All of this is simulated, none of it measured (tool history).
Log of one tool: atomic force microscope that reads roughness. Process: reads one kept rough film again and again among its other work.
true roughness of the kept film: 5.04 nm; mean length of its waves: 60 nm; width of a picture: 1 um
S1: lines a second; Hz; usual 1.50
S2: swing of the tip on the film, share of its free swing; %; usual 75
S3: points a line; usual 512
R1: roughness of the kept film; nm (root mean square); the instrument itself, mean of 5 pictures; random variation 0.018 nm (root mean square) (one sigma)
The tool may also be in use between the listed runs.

run	day	S1	S2	S3	R1
1	0.000	1.50	75	512	4.330
2	1.942	0.66	75	512	4.490
3	4.129	0.66	75	512	4.457
4	6.329	0.66	75	512	4.346
5	7.462	0.66	75	512	4.343
6	9.658	0.66	75	512	4.249
7	11.575	0.66	75	512	4.218
8	13.421	0.66	75	512	4.181
9	15.779	0.66	75	512	4.104
# day 17.233: new tip fitted
10	17.667	0.66	75	512	4.540
11	20.054	0.66	75	512	4.501
12	22.346	0.66	75	512	4.394
13	23.496	0.66	75	512	4.364
14	25.688	0.66	75	512	4.291
15	27.083	0.66	75	512	4.279
16	28.888	2.75	75	512	3.583
17	30.046	1.50	75	512	3.899
18	31.729	1.50	75	512	3.905
19	34.067	1.50	75	512	3.807
# day 34.300: new tip fitted
20	35.433	1.50	75	512	4.278
21	37.396	1.50	75	512	4.172
# day 37.562: height scale calibrated on a step standard
22	39.521	1.50	56	627	4.498
23	41.871	1.00	88	627	3.974
24	44.267	1.00	88	627	3.894
25	46.254	0.75	77	308	4.128
26	48.496	0.75	77	308	4.145
27	50.112	2.37	56	767	4.113
# day 51.458: new tip fitted
28	52.112	1.50	75	761	4.315
# day 52.300: height scale calibrated on a step standard, once more
29	53.162	0.89	72	549	4.493
30	54.196	0.89	72	549	4.466
31	55.350	1.57	72	549	4.212
32	57.012	0.72	64	275	4.497
33	58.250	0.72	64	275	4.447
34	59.504	0.72	64	275	4.412
35	60.538	0.72	64	559	4.405
36	61.796	0.72	64	559	4.396
37	64.192	2.51	88	275	3.159
38	66.538	2.51	88	275	3.106

The same runs without the tool's hidden state, with the same run-to-run variation:
The hidden state here: radius of the tip, nm; height scale over the true one, %; drift of the gauge itself on roughness_nm, %.
run	R1
1	4.336
2	4.567
3	4.609
4	4.561
5	4.587
6	4.559
7	4.583
8	4.597
9	4.576
10	4.555
11	4.591
12	4.559
13	4.566
14	4.557
15	4.586
16	3.889
17	4.262
18	4.313
19	4.270
20	4.304
21	4.261
22	4.655
23	4.181
24	4.165
25	4.474
26	4.561
27	4.583
28	4.319
29	4.554
30	4.562
31	4.338
32	4.689
33	4.673
34	4.678
35	4.699
36	4.728
37	3.453
38	3.446

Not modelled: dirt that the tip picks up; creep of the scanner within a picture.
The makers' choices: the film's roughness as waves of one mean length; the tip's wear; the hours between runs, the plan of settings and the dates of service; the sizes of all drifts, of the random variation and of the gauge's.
